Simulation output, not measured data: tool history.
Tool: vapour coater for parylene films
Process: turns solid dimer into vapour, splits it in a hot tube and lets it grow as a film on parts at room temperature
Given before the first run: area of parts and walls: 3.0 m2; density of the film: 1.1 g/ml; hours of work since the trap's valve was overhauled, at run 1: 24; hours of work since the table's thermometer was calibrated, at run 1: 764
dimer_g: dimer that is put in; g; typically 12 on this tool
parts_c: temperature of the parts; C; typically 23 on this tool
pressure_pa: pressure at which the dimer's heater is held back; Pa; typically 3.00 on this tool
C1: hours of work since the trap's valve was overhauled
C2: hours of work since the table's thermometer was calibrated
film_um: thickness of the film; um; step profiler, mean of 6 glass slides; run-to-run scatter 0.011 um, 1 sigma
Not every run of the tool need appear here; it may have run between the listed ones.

run 1 hour=0.0 | dimer_g=12 parts_c=23 pressure_pa=3.00 | C1=24 C2=764 | film_um=2.10
run 2 hour=34.7 | dimer_g=12 parts_c=23 pressure_pa=3.00 | C1=39 C2=780 | film_um=2.10
run 3 hour=79.7 | dimer_g=12 parts_c=16 pressure_pa=3.00 | C1=58 C2=799 | film_um=2.68
run 4 hour=139.8 | dimer_g=12 parts_c=23 pressure_pa=3.00 | C1=85 C2=826 | film_um=2.09
run 5 hour=204.4 | dimer_g=12 parts_c=23 pressure_pa=3.00 | C1=113 C2=854 | film_um=2.08
run 6 hour=239.7 | dimer_g=5 parts_c=23 pressure_pa=3.00 | C1=128 C2=869 | film_um=0.86
run 7 hour=293.9 | dimer_g=5 parts_c=23 pressure_pa=3.00 | C1=152 C2=893 | film_um=0.85
run 8 hour=331.3 | dimer_g=5 parts_c=23 pressure_pa=3.00 | C1=168 C2=909 | film_um=0.86
run 9 hour=388.3 | dimer_g=5 parts_c=23 pressure_pa=3.00 | C1=193 C2=934 | film_um=0.86
run 10 hour=430.5 | dimer_g=5 parts_c=23 pressure_pa=3.00 | C1=212 C2=953 | film_um=0.84
run 11 hour=470.6 | dimer_g=7 parts_c=23 pressure_pa=3.00 | C1=229 C2=970 | film_um=1.18
run 12 hour=525.8 | dimer_g=12 parts_c=23 pressure_pa=3.00 | C1=253 C2=994 | film_um=2.03
run 13 hour=560.5 | dimer_g=12 parts_c=23 pressure_pa=3.00 | C1=269 C2=1010 | film_um=2.04
run 14 hour=592.3 | dimer_g=12 parts_c=23 pressure_pa=3.00 | C1=283 C2=1023 | film_um=2.01
run 15 hour=660.2 | dimer_g=12 parts_c=23 pressure_pa=3.00 | C1=312 C2=1053 | film_um=2.01
run 16 hour=689.3 | dimer_g=19 parts_c=23 pressure_pa=3.00 | C1=325 C2=1066 | film_um=3.17
run 17 hour=730.8 | dimer_g=12 parts_c=23 pressure_pa=3.00 | C1=343 C2=1084 | film_um=2.01
run 18 hour=759.2 | dimer_g=12 parts_c=23 pressure_pa=3.00 | C1=356 C2=1096 | film_um=1.99
run 19 hour=791.3 | dimer_g=12 parts_c=23 pressure_pa=3.00 | C1=370 C2=1110 | film_um=1.98
run 20 hour=823.0 | dimer_g=12 parts_c=19 pressure_pa=3.00 | C1=383 C2=1124 | film_um=2.28
run 21 hour=851.8 | dimer_g=12 parts_c=19 pressure_pa=3.00 | C1=396 C2=1137 | film_um=2.28
run 22 hour=887.8 | dimer_g=12 parts_c=19 pressure_pa=3.00 | C1=412 C2=1153 | film_um=2.28
-- hour=910.4 trap's valve overhauled
run 23 hour=921.6 | dimer_g=12 parts_c=19 pressure_pa=3.00 | C1=5 C2=1166 | film_um=2.18
run 24 hour=950.4 | dimer_g=12 parts_c=19 pressure_pa=3.00 | C1=17 C2=1178 | film_um=2.15
run 25 hour=991.4 | dimer_g=12 parts_c=23 pressure_pa=10.08 | C1=35 C2=1196 | film_um=1.51
-- hour=1058.3 trap's valve overhauled, once more
run 26 hour=1062.8 | dimer_g=12 parts_c=23 pressure_pa=10.08 | C1=2 C2=1226 | film_um=1.71
run 27 hour=1118.7 | dimer_g=15 parts_c=23 pressure_pa=3.96 | C1=26 C2=1250 | film_um=2.50
run 28 hour=1159.2 | dimer_g=13 parts_c=21 pressure_pa=3.61 | C1=44 C2=1268 | film_um=2.33
run 29 hour=1192.5 | dimer_g=9 parts_c=21 pressure_pa=8.28 | C1=59 C2=1283 | film_um=1.43
run 30 hour=1260.9 | dimer_g=8 parts_c=23 pressure_pa=11.38 | C1=89 C2=1312 | film_um=1.10
run 31 hour=1313.7 | dimer_g=8 parts_c=23 pressure_pa=11.38 | C1=112 C2=1336 | film_um=1.10
run 32 hour=1376.7 | dimer_g=22 parts_c=23 pressure_pa=3.96 | C1=139 C2=1363 | film_um=3.61
run 33 hour=1432.0 | dimer_g=12 parts_c=23 pressure_pa=11.66 | C1=163 C2=1387 | film_um=1.62
run 34 hour=1496.4 | dimer_g=11 parts_c=23 pressure_pa=2.58 | C1=192 C2=1415 | film_um=1.93
run 35 hour=1550.5 | dimer_g=12 parts_c=19 pressure_pa=3.00 | C1=215 C2=1439 | film_um=2.31
run 36 hour=1587.5 | dimer_g=12 parts_c=19 pressure_pa=3.00 | C1=231 C2=1455 | film_um=2.31
run 37 hour=1632.8 | dimer_g=16 parts_c=25 pressure_pa=4.76 | C1=251 C2=1475 | film_um=2.32
run 38 hour=1685.2 | dimer_g=12 parts_c=15 pressure_pa=3.00 | C1=274 C2=1498 | film_um=2.64
run 39 hour=1721.5 | dimer_g=12 parts_c=15 pressure_pa=3.00 | C1=290 C2=1514 | film_um=2.65
run 40 hour=1756.2 | dimer_g=12 parts_c=15 pressure_pa=3.00 | C1=305 C2=1529 | film_um=2.65
run 41 hour=1801.9 | dimer_g=10 parts_c=17 pressure_pa=5.95 | C1=325 C2=1549 | film_um=1.82
run 42 hour=1835.5 | dimer_g=10 parts_c=17 pressure_pa=2.02 | C1=340 C2=1564 | film_um=2.17
run 43 hour=1877.4 | dimer_g=10 parts_c=17 pressure_pa=2.02 | C1=358 C2=1582 | film_um=2.18
run 44 hour=1935.1 | dimer_g=10 parts_c=17 pressure_pa=2.02 | C1=383 C2=1607 | film_um=2.15
run 45 hour=1994.3 | dimer_g=11 parts_c=19 pressure_pa=3.00 | C1=409 C2=1633 | film_um=2.05
-- hour=2023.7 trap's valve overhauled
run 46 hour=2046.5 | dimer_g=6 parts_c=16 pressure_pa=7.84 | C1=10 C2=1654 | film_um=1.11
run 47 hour=2081.2 | dimer_g=19 parts_c=31 pressure_pa=11.74 | C1=25 C2=1669 | film_um=1.99
run 48 hour=2146.1 | dimer_g=12 parts_c=26 pressure_pa=4.89 | C1=54 C2=1698 | film_um=1.71

3 ways to go on from here, each from the tool as it stands after run 48. What would each give?
run A hour=2179.0 | dimer_g=12 parts_c=29 pressure_pa=4.89 | C1=68 C2=1712 | film_um=?
run B hour=2179.0 | dimer_g=12 parts_c=26 pressure_pa=6.12 | C1=68 C2=1712 | film_um=?
run C hour=2179.0 | dimer_g=12 parts_c=20 pressure_pa=4.89 | C1=68 C2=1712 | film_um=?

run=A film_um=1.53
run=B film_um=1.66
run=C film_um=2.10
The same runs, with their run-to-run variation unchanged, on a tool lacking any hidden condition would have given:
run=A film_um=1.59
run=B film_um=1.72
run=C film_um=2.19
